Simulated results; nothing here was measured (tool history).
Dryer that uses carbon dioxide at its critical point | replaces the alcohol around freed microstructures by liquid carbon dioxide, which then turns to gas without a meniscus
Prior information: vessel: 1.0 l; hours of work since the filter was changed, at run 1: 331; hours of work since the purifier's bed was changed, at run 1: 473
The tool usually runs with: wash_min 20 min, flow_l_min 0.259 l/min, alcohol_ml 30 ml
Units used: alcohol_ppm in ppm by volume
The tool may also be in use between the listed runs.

run,day,wash_min,flow_l_min,alcohol_ml,hours of work since the filter was changed,hours of work since the purifier's bed was changed,alcohol_ppm
1,0,20,0.259,30,331,473,419
2,2.762,20,0.259,30,360,503,459
3,4.108,20,0.259,30,374,517,464
4,6.133,20,0.259,30,395,538,484
5,8.15,20,0.385,30,416,559,125
6,10.242,20,0.385,30,438,581,135
7,13.033,20,0.385,30,468,611,149
# day 15.442: inlet filter changed
8,15.946,20,0.32,30,5,641,145
9,17.479,20,0.32,30,21,657,158
10,19.45,20,0.32,89,42,678,287
11,21.112,20,0.215,89,60,695,1644
12,23.617,20,0.215,89,86,721,1754
13,24.854,20,0.215,89,99,734,1775
14,27.012,29,0.192,26,122,757,269
15,28.425,23,0.285,25,137,772,174
16,30.775,28,0.308,81,161,797,158
17,32.904,28,0.308,81,184,819,150
18,35.308,20,0.351,30,209,844,178
19,36.979,26,0.351,30,227,862,131
20,38.958,26,0.351,30,247,883,150
21,41.825,26,0.351,30,278,913,137
22,43.65,26,0.351,30,297,932,149
23,45.542,17,0.263,115,317,952,2588
24,47.367,17,0.263,39,336,971,1004
25,49.654,20,0.429,30,360,995,160

Predict each of these 3 candidate next runs independently; none follows another, all start after run 25:
A,50.888,12,0.429,30,373,1008,?
B,50.888,14,0.161,84,373,1008,?
C,50.888,19,0.356,26,373,1008,?

run,alcohol_ppm
A,506
B,13356
C,221
Stripped of hidden state, with their random variation kept, the same runs would have yielded:
run,alcohol_ppm
A,183
B,9921
C,33
